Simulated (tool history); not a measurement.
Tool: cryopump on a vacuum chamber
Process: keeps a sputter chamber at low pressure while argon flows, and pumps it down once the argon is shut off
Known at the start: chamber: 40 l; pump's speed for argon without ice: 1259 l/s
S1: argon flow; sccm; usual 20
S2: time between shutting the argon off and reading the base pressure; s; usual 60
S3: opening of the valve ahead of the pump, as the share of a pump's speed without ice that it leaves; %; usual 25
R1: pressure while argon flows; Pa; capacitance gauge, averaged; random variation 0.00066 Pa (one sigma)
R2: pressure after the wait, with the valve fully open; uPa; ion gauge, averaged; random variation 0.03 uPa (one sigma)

| run | hour | S1 | S2 | S3 | R1 | R2 |
|---|---|---|---|---|---|---|
| 1 | 0 | 20 | 60 | 25 | 0.1198 | 2.1 |
| 2 | 21.1 | 20 | 60 | 27 | 0.1104 | 2.2 |
| 3 | 37.7 | 20 | 60 | 27 | 0.1116 | 2.15 |
| 4 | 54.5 | 20 | 60 | 27 | 0.1099 | 2.11 |
| 5 | 68 | 20 | 220 | 27 | 0.1109 | 1.22 |
| 6 | 94.4 | 20 | 220 | 27 | 0.1125 | 1.25 |
| 7 | 126.2 | 20 | 220 | 27 | 0.1111 | 1.32 |
| 8 | 157.9 | 20 | 78 | 25 | 0.1215 | 1.96 |
| 9 | 184.1 | 20 | 60 | 38 | 0.0831 | 2.25 |
| 10 | 200.9 | 20 | 127 | 25 | 0.1204 | 1.63 |
| 11 | 224.2 | 20 | 127 | 25 | 0.1206 | 1.61 |
| 12 | 239.6 | 20 | 127 | 25 | 0.1214 | 1.65 |
| 13 | 264.8 | 21 | 60 | 25 | 0.1258 | 2.31 |
| 14 | 286.7 | 21 | 60 | 25 | 0.1274 | 2.29 |
| 15 | 300.2 | 20 | 60 | 25 | 0.121 | 2.36 |
| 16 | 316.3 | 21 | 60 | 25 | 0.1287 | 2.36 |
| 17 | 344.6 | 21 | 60 | 25 | 0.1289 | 2.42 |
| 18 | 361.6 | 21 | 60 | 25 | 0.1287 | 2.41 |
| 19 | 377.5 | 11 | 295 | 18 | 0.0902 | 1.47 |
|  | 386.1 | pump warmed up, emptied and cooled again |
| 20 | 408.5 | 11 | 295 | 18 | 0.0818 | 1.04 |
| 21 | 439.5 | 11 | 295 | 18 | 0.0832 | 1.03 |
| 22 | 468.4 | 20 | 79 | 25 | 0.1075 | 1.73 |
| 23 | 484.9 | 20 | 79 | 25 | 0.1086 | 1.8 |
| 24 | 503.7 | 20 | 79 | 25 | 0.1097 | 1.79 |
| 25 | 526.5 | 20 | 79 | 25 | 0.1085 | 1.79 |
| 26 | 551.6 | 8 | 29 | 32 | 0.0339 | 3.39 |
| 27 | 583.9 | 8 | 29 | 21 | 0.0515 | 3.47 |
| 28 | 599.4 | 23 | 29 | 20 | 0.1569 | 3.54 |
| 29 | 626.5 | 10 | 60 | 28 | 0.0485 | 2.17 |
| 30 | 640.7 | 15 | 90 | 41 | 0.0512 | 1.73 |
| 31 | 670.1 | 15 | 90 | 41 | 0.0514 | 1.81 |
| 32 | 687 | 20 | 101 | 35 | 0.0806 | 1.68 |
| 33 | 705.7 | 10 | 168 | 29 | 0.0474 | 1.38 |
| 34 | 726.3 | 28 | 64 | 18 | 0.2107 | 2.05 |

Hidden state or all else? Some run-to-run changes of R1, split into what the settings, what came in and random variation would give without the hidden state, and what is left for the hidden state (with any gauge scatter that isn't in both results):
The hidden state here: pump's speed, % of a pump's without ice; cold plate's temperature, K; leak into the chamber, uPa l/s; drift of the gauge itself on working_pa, %; drift of the gauge itself on base_upa, %.
Run 18 -> 19: S1 21 -> 11, S2 60 -> 295, S3 25 -> 18. R1 -0.0385 Pa: hidden state -0.0073, all else -0.0312.
Run 19 -> 20: pump warmed up, emptied and cooled again. R1 -0.0084 Pa: hidden state -0.008, all else -0.0004.
Run 27 -> 28: S1 8 -> 23, S3 21 -> 20. R1 +0.1054 Pa: hidden state +0.0014, all else +0.104.
Run 28 -> 29: S1 23 -> 10, S2 29 -> 60, S3 20 -> 28. R1 -0.1084 Pa: hidden state -0.0011, all else -0.1073.
Run 33 -> 34: S1 10 -> 28, S2 168 -> 64, S3 29 -> 18. R1 +0.1633 Pa: hidden state +0.0023, all else +0.161.

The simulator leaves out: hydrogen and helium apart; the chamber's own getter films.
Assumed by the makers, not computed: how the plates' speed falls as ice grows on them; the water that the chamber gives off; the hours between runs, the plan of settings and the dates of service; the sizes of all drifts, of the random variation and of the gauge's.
